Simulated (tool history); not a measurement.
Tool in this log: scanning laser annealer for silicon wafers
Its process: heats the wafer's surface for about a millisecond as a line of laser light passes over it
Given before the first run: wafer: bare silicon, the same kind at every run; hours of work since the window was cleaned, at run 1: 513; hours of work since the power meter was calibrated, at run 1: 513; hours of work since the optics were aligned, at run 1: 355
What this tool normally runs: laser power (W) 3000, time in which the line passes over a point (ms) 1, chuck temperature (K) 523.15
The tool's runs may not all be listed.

run     day  laser power (W)  time in which the line passes over a point (ms)  chuck temperature (K)  hours of work since the window was cleaned  hours of work since the power meter was calibrated  hours of work since the optics were aligned  highest temperature of the surface (K)
  1       0             3000                                                1                 523.15                                         513                                                 513                                          355                                 1312.15
  2   1.033             3000                                                1                 523.15                                         524                                                 524                                          366                                 1315.15
  3   2.933             3000                                                1                 523.15                                         545                                                 545                                          387                                 1308.15
  4   4.196             3000                                                1                 523.15                                         558                                                 558                                          401                                 1312.15
  5   5.696             3000                                                1                 523.15                                         574                                                 574                                          417                                 1308.15
  6   7.196             3000                                                1                 523.15                                         591                                                 591                                          433                                 1309.15
  7   8.417             3000                                                1                 541.15                                         604                                                 604                                          446                                 1325.15
  8  10.208             3000                                                1                 541.15                                         623                                                 623                                          466                                 1322.15
  9  12.079             3000                                                1                 541.15                                         644                                                 644                                          486                                 1325.15
 10  13.654             3000                                                1                 541.15                                         661                                                 661                                          503                                 1324.15
 11   14.85             3000                                                1                 541.15                                         673                                                 673                                          516                                 1321.15
 12  15.833             3000                                                1                 523.15                                         684                                                 684                                          526                                 1303.15
 13  17.108             3000                                                1                 523.15                                         698                                                 698                                          540                                 1302.15
       17.3  -- window over the wafer cleaned
 14  19.571             3000                                                1                 523.15                                          25                                                 724                                          566                                 1277.15
 15  20.825             3000                                                1                 523.15                                          38                                                 737                                          580                                 1279.15
 16  22.012             3000                                                1                 527.15                                          51                                                 750                                          592                                 1285.15
 17   24.05             2578                                                1                 523.15                                          73                                                 772                                          614                                 1180.15
 18  25.492             3000                                                1                 523.15                                          89                                                 788                                          630                                 1274.15
 19  26.817             3000                                                1                 523.15                                         103                                                 802                                          644                                 1272.15
     27.792  -- window over the wafer cleaned, once more
 20  29.325             3000                                                1                 523.15                                          17                                                 828                                          671                                 1335.15
 21  30.871             3134                                             1.13                 542.15                                          33                                                 845                                          687                                 1443.15
 22  32.229             3194                                                1                 555.15                                          48                                                 860                                          702                                 1414.15
 23  33.779             3045                                             1.24                 523.15                                          65                                                 876                                          719                                 1443.15
 24  35.746             2819                                             1.04                 563.15                                          86                                                 898                                          740                                 1343.15
 25  37.504             2709                                                1                 507.15                                         105                                                 917                                          759                                 1241.15
 26  39.208             2594                                             1.14                 508.15                                         124                                                 935                                          777                                 1264.15
 27  40.258             2594                                             1.14                 508.15                                         135                                                 947                                          789                                 1266.15
 28  41.612             2811                                             0.83                 523.15                                         150                                                 961                                          804                                 1213.15
 29    43.6             2811                                             0.83                 523.15                                         171                                                 983                                          825                                 1211.15
 30  45.608             2811                                             0.83                 523.15                                         193                                                1004                                          847                                 1206.15
 31  48.025             3224                                              1.2                 519.15                                         219                                                1031                                          873                                 1462.15
 32  49.596             3224                                              1.2                 553.15                                         236                                                1048                                          890                                 1497.15
 33  51.075             3224                                              1.2                 553.15                                         252                                                1064                                          906                                 1495.15
 34  53.308             3001                                             0.91                 553.15                                         276                                                1088                                          930                                 1310.15
 35  55.121             2727                                             1.11                 535.15                                         296                                                1107                                          950                                 1307.15
 36  57.379             2727                                             1.11                 535.15                                         320                                                1132                                          974                                 1308.15
 37  59.212             3251                                             0.83                 514.15                                         340                                                1152                                          994                                 1285.15
 38  60.542             3000                                                1                 544.15                                         354                                                1166                                         1008                                 1337.15
 39  62.758             3000                                                1                 544.15                                         378                                                1190                                         1032                                 1334.15
 40   64.35             3000                                                1                 544.15                                         396                                                1207                                         1049                                 1334.15

What if the next run were any one of these 4? Each begins from the tool's condition after run 40:
  A  66.671             3119                                              1.2                 559.15                                         421                                                1232                                         1075                                       ?
  B  66.671             2875                                                1                 523.15                                         421                                                1232                                         1075                                       ?
  C  66.671             3000                                                1                 493.15                                         421                                                1232                                         1075                                       ?
  D  66.671             2850                                                1                 523.15                                         421                                                1232                                         1075                                       ?

run  highest temperature of the surface (K)
  A                                 1463.15
  B                                 1286.15
  C                                 1284.15
  D                                 1277.15
Take away the tool's hidden state, keep each run's random variation, and the runs would have read:
run  highest temperature of the surface (K)
  A                                 1493.15
  B                                 1311.15
  C                                 1311.15
  D                                 1302.15
